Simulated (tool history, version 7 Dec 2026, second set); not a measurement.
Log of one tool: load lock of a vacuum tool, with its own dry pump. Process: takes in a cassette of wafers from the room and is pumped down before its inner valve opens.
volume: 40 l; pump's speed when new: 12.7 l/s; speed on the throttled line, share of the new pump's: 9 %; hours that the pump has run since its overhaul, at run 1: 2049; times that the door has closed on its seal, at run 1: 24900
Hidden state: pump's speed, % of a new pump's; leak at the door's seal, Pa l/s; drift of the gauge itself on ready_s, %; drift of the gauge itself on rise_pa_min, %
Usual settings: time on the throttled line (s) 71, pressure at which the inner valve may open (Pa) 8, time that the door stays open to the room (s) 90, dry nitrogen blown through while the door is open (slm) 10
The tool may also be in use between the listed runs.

run,hour,time on the throttled line (s),pressure at which the inner valve may open (Pa),time that the door stays open to the room (s),dry nitrogen blown through while the door is open (slm),hours that the pump has run since its overhaul,times that the door has closed on its seal,"incoming humidity of the room's air, %",time from the closed door until the inner valve may open (s),rise of the pressure with all valves shut (Pa/min)
1,0.0,71,8,90,10,2049,24900,48.4,94.5,0.183
2,145.1,71,8,90,10,2194,25416,40.6,96.0,0.180
3,207.4,71,8,90,10,2257,25638,46.4,94.7,0.187
4,302.7,71,8,90,10,2352,25978,47.4,94.3,0.189
5,439.5,72,8,90,10,2489,26465,43.9,95.5,0.191
6,567.7,72,8,90,10,2617,26922,43.7,94.6,0.188
7,661.6,71,9,90,10,2711,27256,42.6,94.9,0.190
8,759.0,71,9,90,10,2808,27603,45.2,94.7,0.196
9,841.5,71,9,90,10,2891,27896,42.4,94.5,0.202
10,956.2,71,9,90,10,3006,28305,44.1,94.8,0.204
11,1087.9,71,9,90,10,3137,28774,44.6,94.6,0.215
12,1187.3,71,7,90,17,3237,29128,42.9,96.1,0.209
13,1307.5,71,7,90,17,3357,29556,43.2,95.7,0.216

3 ways to go on from here, each from the tool as it stands after run 13. What would each give?
A,1405.8,99,8,130,17,3455,29906,44.4,?,?
B,1405.8,105,8,107,22,3455,29906,45.3,?,?
C,1405.8,126,7,90,7,3455,29906,47.8,?,?

run,time from the closed door until the inner valve may open (s),rise of the pressure with all valves shut (Pa/min)
A,119.9,0.230
B,126.8,0.207
C,146.7,0.229
Without the tool's hidden state the same runs would have given:
run,time from the closed door until the inner valve may open (s),rise of the pressure with all valves shut (Pa/min)
A,119.4,0.035
B,126.3,0.015
C,146.2,0.034

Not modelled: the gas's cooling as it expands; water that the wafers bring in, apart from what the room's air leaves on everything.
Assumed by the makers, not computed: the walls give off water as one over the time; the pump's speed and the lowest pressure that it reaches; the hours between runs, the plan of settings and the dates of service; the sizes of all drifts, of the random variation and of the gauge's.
